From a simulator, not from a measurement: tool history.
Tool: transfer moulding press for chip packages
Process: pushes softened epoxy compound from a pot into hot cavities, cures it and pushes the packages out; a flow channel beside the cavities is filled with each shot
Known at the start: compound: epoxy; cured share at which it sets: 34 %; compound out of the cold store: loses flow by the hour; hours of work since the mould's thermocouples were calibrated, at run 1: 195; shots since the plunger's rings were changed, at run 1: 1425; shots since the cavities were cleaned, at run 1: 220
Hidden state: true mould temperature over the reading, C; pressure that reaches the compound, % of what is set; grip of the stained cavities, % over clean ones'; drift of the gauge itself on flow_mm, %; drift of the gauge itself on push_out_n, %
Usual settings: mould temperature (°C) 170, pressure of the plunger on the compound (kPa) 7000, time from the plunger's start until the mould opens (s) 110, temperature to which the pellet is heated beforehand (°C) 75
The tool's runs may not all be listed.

run,hour,mould temperature (°C),pressure of the plunger on the compound (kPa),time from the plunger's start until the mould opens (s),temperature to which the pellet is heated beforehand (°C),hours of work since the mould's thermocouples were calibrated,shots since the plunger's rings were changed,shots since the cavities were cleaned,incoming compound's hours out of the cold store,length that the compound runs in the flow channel (mm),greatest force on the pins that push the packages out (N)
1,0.0,170,7000,110,75,195,1425,220,22.8,676,742
2,18.9,170,7000,110,73,206,1604,399,13.3,696,920
# hour 36.5: cavities cleaned with cleaning compound and waxed
3,39.1,170,7000,110,75,217,1780,24,42.0,643,494
4,56.1,170,7000,110,75,227,1942,186,26.3,672,732
5,66.5,170,7000,110,75,233,2040,284,28.3,666,771
6,82.0,170,7000,110,75,243,2186,430,41.9,629,893
# hour 96.0: cavities cleaned with cleaning compound and waxed
7,96.8,170,5940,110,75,251,2312,8,29.5,607,486
8,109.8,170,7000,110,75,258,2435,131,40.7,636,691
9,123.3,170,7000,110,75,266,2563,259,18.3,685,833
10,132.2,170,7000,110,75,272,2646,342,42.6,630,838
11,146.9,170,5480,110,75,280,2785,481,32.5,578,946
# hour 156.1: cavities cleaned with cleaning compound and waxed
12,164.8,170,5480,110,75,290,2941,83,34.4,579,603
13,184.1,170,5480,123,75,302,3123,265,15.6,613,768
14,194.3,170,7000,110,73,308,3220,362,32.9,652,848
15,205.9,170,7000,110,75,315,3330,472,32.8,659,899
# hour 215.7: cavities cleaned with cleaning compound and waxed
16,219.3,170,7000,110,75,322,3442,34,43.6,630,525
17,231.4,174,7940,110,71,329,3557,149,13.0,728,612
# hour 246.5: mould's thermocouples calibrated
18,250.7,172,6170,131,82,2,3720,312,9.2,651,755
19,267.6,170,6770,110,75,13,3880,472,25.3,657,984
# hour 277.5: cavities cleaned with cleaning compound and waxed
20,278.9,171,8540,102,75,18,3973,13,26.5,736,519
21,298.5,171,8540,117,75,30,4158,198,13.8,765,685
22,317.5,176,8540,117,75,41,4338,378,29.6,701,789
23,329.5,170,5560,145,73,48,4452,492,46.1,553,817
# hour 337.1: cavities cleaned with cleaning compound and waxed
24,346.9,175,7000,140,75,58,4601,93,47.6,602,540
25,359.2,164,6160,140,75,65,4718,210,40.0,614,754
26,377.9,164,6160,140,75,76,4894,386,45.2,607,864
27,393.6,170,6370,110,75,86,5043,535,9.2,666,969
# hour 396.1: cavities cleaned with cleaning compound and waxed
28,412.2,170,6800,116,75,96,5205,153,23.0,667,680
29,425.3,170,6800,114,75,104,5329,277,14.8,674,813

Hidden state at the last listed run before each entry between runs and at the first one after, where it differs:
Between runs 2 and 3: cavities cleaned with cleaning compound and waxed (hour 36.5)
  true mould temperature over the reading, C: 0.88 -> 0.91; pressure that reaches the compound, % of what is set: 98.14 -> 97.93; grip of the stained cavities, % over clean ones': 86.9 -> 8.4
  measured less the result without the state, length that the compound runs in the flow channel (mm): -10 -> -10; greatest force on the pins that push the packages out (N): +408 -> +25
Between runs 6 and 7: cavities cleaned with cleaning compound and waxed (hour 96.0)
  true mould temperature over the reading, C: 0.97 -> 0.99; pressure that reaches the compound, % of what is set: 97.45 -> 97.29; grip of the stained cavities, % over clean ones': 88.9 -> 5.6
  measured less the result without the state, length that the compound runs in the flow channel (mm): -12 -> -12; greatest force on the pins that push the packages out (N): +405 -> +9
Between runs 11 and 12: cavities cleaned with cleaning compound and waxed (hour 156.1)
  true mould temperature over the reading, C: 1.06 -> 1.09; pressure that reaches the compound, % of what is set: 96.71 -> 96.52; grip of the stained cavities, % over clean ones': 96.4 -> 27.1
  measured less the result without the state, length that the compound runs in the flow channel (mm): -14 -> -14; greatest force on the pins that push the packages out (N): +449 -> +111
Between runs 15 and 16: cavities cleaned with cleaning compound and waxed (hour 215.7)
  true mould temperature over the reading, C: 1.14 -> 1.16; pressure that reaches the compound, % of what is set: 96.05 -> 95.91; grip of the stained cavities, % over clean ones': 93.8 -> 12.8
  measured less the result without the state, length that the compound runs in the flow channel (mm): -18 -> -18; greatest force on the pins that push the packages out (N): +417 -> +42
Between runs 17 and 18: mould's thermocouples calibrated (hour 246.5)
  true mould temperature over the reading, C: 1.18 -> 0; pressure that reaches the compound, % of what is set: 95.77 -> 95.57; grip of the stained cavities, % over clean ones': 45.8 -> 75.5
  measured less the result without the state, length that the compound runs in the flow channel (mm): -21 -> -15; greatest force on the pins that push the packages out (N): +186 -> +326
Between runs 19 and 20: cavities cleaned with cleaning compound and waxed (hour 277.5)
  true mould temperature over the reading, C: 0.02 -> 0.04; pressure that reaches the compound, % of what is set: 95.37 -> 95.26; grip of the stained cavities, % over clean ones': 94.4 -> 5.1
  measured less the result without the state, length that the compound runs in the flow channel (mm): -16 -> -18; greatest force on the pins that push the packages out (N): +476 -> +24
Between runs 23 and 24: cavities cleaned with cleaning compound and waxed (hour 337.1)
  true mould temperature over the reading, C: 0.11 -> 0.14; pressure that reaches the compound, % of what is set: 94.66 -> 94.48; grip of the stained cavities, % over clean ones': 96.1 -> 30.6
  measured less the result without the state, length that the compound runs in the flow channel (mm): -16 -> -18; greatest force on the pins that push the packages out (N): +400 -> +128
Between runs 27 and 28: cavities cleaned with cleaning compound and waxed (hour 396.1)
  true mould temperature over the reading, C: 0.21 -> 0.23; pressure that reaches the compound, % of what is set: 93.96 -> 93.75; grip of the stained cavities, % over clean ones': 100.1 -> 46.6
  measured less the result without the state, length that the compound runs in the flow channel (mm): -22 -> -23; greatest force on the pins that push the packages out (N): +483 -> +213
